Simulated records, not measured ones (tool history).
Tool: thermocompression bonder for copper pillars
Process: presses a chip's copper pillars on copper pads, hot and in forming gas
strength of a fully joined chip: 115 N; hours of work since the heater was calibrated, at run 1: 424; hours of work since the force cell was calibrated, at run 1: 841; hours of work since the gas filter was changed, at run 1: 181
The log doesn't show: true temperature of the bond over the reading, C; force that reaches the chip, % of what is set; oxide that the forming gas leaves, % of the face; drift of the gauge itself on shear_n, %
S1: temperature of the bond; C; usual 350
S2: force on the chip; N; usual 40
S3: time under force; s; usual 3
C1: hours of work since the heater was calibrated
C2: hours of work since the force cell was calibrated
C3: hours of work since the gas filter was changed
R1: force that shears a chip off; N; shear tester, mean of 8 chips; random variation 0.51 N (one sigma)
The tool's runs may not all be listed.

{"run": 1, "hour": 0.0, "S1": 350, "S2": 40, "S3": 3, "C1": 424, "C2": 841, "C3": 181, "R1": 35.6}
{"hour": 24.8, "done": "forming gas filter changed"}
{"run": 2, "hour": 80.4, "S1": 350, "S2": 40, "S3": 3, "C1": 469, "C2": 886, "C3": 32, "R1": 36.7}
{"run": 3, "hour": 177.9, "S1": 344, "S2": 40, "S3": 3, "C1": 524, "C2": 941, "C3": 87, "R1": 34.2}
{"run": 4, "hour": 224.8, "S1": 344, "S2": 40, "S3": 3, "C1": 551, "C2": 968, "C3": 114, "R1": 34.5}
{"run": 5, "hour": 298.7, "S1": 344, "S2": 40, "S3": 3, "C1": 593, "C2": 1010, "C3": 156, "R1": 34.3}
{"hour": 361.0, "done": "heater calibrated with a thermocouple chip"}
{"hour": 373.1, "done": "forming gas filter changed"}
{"run": 6, "hour": 388.2, "S1": 339, "S2": 40, "S3": 3, "C1": 15, "C2": 1059, "C3": 9, "R1": 35.6}
{"run": 7, "hour": 488.1, "S1": 339, "S2": 40, "S3": 6, "C1": 72, "C2": 1116, "C3": 65, "R1": 46.1}
{"run": 8, "hour": 574.4, "S1": 350, "S2": 40, "S3": 3, "C1": 121, "C2": 1165, "C3": 114, "R1": 38.5}
{"run": 9, "hour": 618.6, "S1": 350, "S2": 40, "S3": 3, "C1": 146, "C2": 1190, "C3": 139, "R1": 38.6}
{"run": 10, "hour": 697.1, "S1": 350, "S2": 40, "S3": 3, "C1": 191, "C2": 1235, "C3": 184, "R1": 37.2}
{"hour": 716.0, "done": "forming gas filter changed"}
{"run": 11, "hour": 778.6, "S1": 350, "S2": 40, "S3": 3, "C1": 237, "C2": 1281, "C3": 36, "R1": 38.1}
{"run": 12, "hour": 825.8, "S1": 350, "S2": 40, "S3": 3, "C1": 263, "C2": 1308, "C3": 62, "R1": 37.9}
{"run": 13, "hour": 912.9, "S1": 350, "S2": 40, "S3": 3, "C1": 313, "C2": 1357, "C3": 112, "R1": 37.4}
{"run": 14, "hour": 971.0, "S1": 350, "S2": 40, "S3": 3, "C1": 346, "C2": 1390, "C3": 145, "R1": 36.3}
{"hour": 1061.0, "done": "forming gas filter changed"}
{"run": 15, "hour": 1066.2, "S1": 350, "S2": 40, "S3": 3, "C1": 400, "C2": 1444, "C3": 3, "R1": 37.3}
{"run": 16, "hour": 1154.2, "S1": 350, "S2": 40, "S3": 2, "C1": 450, "C2": 1494, "C3": 53, "R1": 30.6}
{"run": 17, "hour": 1215.1, "S1": 350, "S2": 40, "S3": 2, "C1": 484, "C2": 1528, "C3": 88, "R1": 30.4}
{"run": 18, "hour": 1291.6, "S1": 350, "S2": 40, "S3": 2, "C1": 528, "C2": 1572, "C3": 131, "R1": 29.7}
{"run": 19, "hour": 1384.6, "S1": 350, "S2": 40, "S3": 2, "C1": 581, "C2": 1625, "C3": 184, "R1": 30.0}
{"hour": 1406.7, "done": "forming gas filter changed"}
{"run": 20, "hour": 1433.7, "S1": 350, "S2": 40, "S3": 3, "C1": 608, "C2": 1652, "C3": 15, "R1": 35.7}
{"hour": 1467.7, "done": "heater calibrated with a thermocouple chip"}
{"run": 21, "hour": 1500.7, "S1": 380, "S2": 47, "S3": 2, "C1": 19, "C2": 1689, "C3": 52, "R1": 47.5}

The next listed run, before its measurement:
{"run": 22, "hour": 1571.2, "S1": 323, "S2": 39, "S3": 2, "C1": 59, "C2": 1729, "C3": 92, "R1": "?"}

Run 22 gave R1 24.1 N.
Without the tool's hidden state the same run would have given R1 25.6 N.
